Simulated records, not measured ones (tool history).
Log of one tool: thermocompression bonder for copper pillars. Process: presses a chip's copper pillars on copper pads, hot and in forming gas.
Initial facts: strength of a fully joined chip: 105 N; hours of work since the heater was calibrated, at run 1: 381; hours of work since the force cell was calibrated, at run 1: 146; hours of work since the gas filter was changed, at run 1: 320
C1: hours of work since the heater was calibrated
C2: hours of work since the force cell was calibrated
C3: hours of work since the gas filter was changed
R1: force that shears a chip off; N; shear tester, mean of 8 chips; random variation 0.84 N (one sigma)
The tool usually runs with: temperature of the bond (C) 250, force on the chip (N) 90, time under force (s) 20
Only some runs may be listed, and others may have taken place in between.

run 1 hour=0.0 | temperature_of_the_bond_(C)=250 force_on_the_chip_(N)=90 time_under_force_(s)=20 | C1=381 C2=146 C3=320 | R1=55.8
run 2 hour=7.4 | temperature_of_the_bond_(C)=250 force_on_the_chip_(N)=90 time_under_force_(s)=20 | C1=384 C2=150 C3=324 | R1=57.3
run 3 hour=13.5 | temperature_of_the_bond_(C)=250 force_on_the_chip_(N)=90 time_under_force_(s)=20 | C1=387 C2=153 C3=327 | R1=58.0
run 4 hour=17.7 | temperature_of_the_bond_(C)=250 force_on_the_chip_(N)=90 time_under_force_(s)=20 | C1=389 C2=155 C3=329 | R1=55.7
run 5 hour=23.4 | temperature_of_the_bond_(C)=250 force_on_the_chip_(N)=90 time_under_force_(s)=20 | C1=392 C2=158 C3=331 | R1=55.9
run 6 hour=31.3 | temperature_of_the_bond_(C)=250 force_on_the_chip_(N)=75 time_under_force_(s)=20 | C1=396 C2=162 C3=335 | R1=48.8
run 7 hour=35.1 | temperature_of_the_bond_(C)=250 force_on_the_chip_(N)=75 time_under_force_(s)=20 | C1=398 C2=163 C3=337 | R1=49.4
run 8 hour=40.5 | temperature_of_the_bond_(C)=250 force_on_the_chip_(N)=90 time_under_force_(s)=20 | C1=401 C2=166 C3=340 | R1=56.5
run 9 hour=47.8 | temperature_of_the_bond_(C)=250 force_on_the_chip_(N)=90 time_under_force_(s)=20 | C1=404 C2=170 C3=344 | R1=57.3
run 10 hour=53.0 | temperature_of_the_bond_(C)=250 force_on_the_chip_(N)=90 time_under_force_(s)=20 | C1=407 C2=172 C3=346 | R1=56.6
run 11 hour=61.7 | temperature_of_the_bond_(C)=272 force_on_the_chip_(N)=58 time_under_force_(s)=11 | C1=411 C2=177 C3=351 | R1=45.3
-- hour=65.9 forming gas filter changed
run 12 hour=68.5 | temperature_of_the_bond_(C)=272 force_on_the_chip_(N)=58 time_under_force_(s)=11 | C1=414 C2=180 C3=1 | R1=49.9
run 13 hour=74.7 | temperature_of_the_bond_(C)=275 force_on_the_chip_(N)=111 time_under_force_(s)=14 | C1=418 C2=183 C3=4 | R1=82.7
run 14 hour=78.9 | temperature_of_the_bond_(C)=276 force_on_the_chip_(N)=111 time_under_force_(s)=14 | C1=420 C2=185 C3=6 | R1=82.6
run 15 hour=87.7 | temperature_of_the_bond_(C)=227 force_on_the_chip_(N)=105 time_under_force_(s)=14 | C1=424 C2=189 C3=11 | R1=39.3
run 16 hour=93.4 | temperature_of_the_bond_(C)=227 force_on_the_chip_(N)=105 time_under_force_(s)=14 | C1=427 C2=192 C3=14 | R1=40.7
run 17 hour=98.1 | temperature_of_the_bond_(C)=250 force_on_the_chip_(N)=131 time_under_force_(s)=46 | C1=429 C2=195 C3=16 | R1=88.9
run 18 hour=102.3 | temperature_of_the_bond_(C)=225 force_on_the_chip_(N)=63 time_under_force_(s)=46 | C1=431 C2=197 C3=18 | R1=39.5
run 19 hour=106.5 | temperature_of_the_bond_(C)=236 force_on_the_chip_(N)=85 time_under_force_(s)=60 | C1=433 C2=199 C3=20 | R1=67.4
run 20 hour=115.5 | temperature_of_the_bond_(C)=232 force_on_the_chip_(N)=90 time_under_force_(s)=20 | C1=438 C2=203 C3=25 | R1=43.7

Branching from run 20: 4 alternative next runs. What would each branch give?
run A hour=120.1 | temperature_of_the_bond_(C)=233 force_on_the_chip_(N)=92 time_under_force_(s)=52 | C1=440 C2=206 C3=27 | R1=?
run B hour=120.1 | temperature_of_the_bond_(C)=260 force_on_the_chip_(N)=80 time_under_force_(s)=20 | C1=440 C2=206 C3=27 | R1=?
run C hour=120.1 | temperature_of_the_bond_(C)=227 force_on_the_chip_(N)=90 time_under_force_(s)=20 | C1=440 C2=206 C3=27 | R1=?
run D hour=120.1 | temperature_of_the_bond_(C)=246 force_on_the_chip_(N)=71 time_under_force_(s)=20 | C1=440 C2=206 C3=27 | R1=?

run=A R1=65.1
run=B R1=62.5
run=C R1=40.3
run=D R1=46.6
The same runs, with their run-to-run variation unchanged, on a tool lacking any hidden condition would have given:
run=A R1=74.3
run=B R1=70.6
run=C R1=48.2
run=D R1=54.5

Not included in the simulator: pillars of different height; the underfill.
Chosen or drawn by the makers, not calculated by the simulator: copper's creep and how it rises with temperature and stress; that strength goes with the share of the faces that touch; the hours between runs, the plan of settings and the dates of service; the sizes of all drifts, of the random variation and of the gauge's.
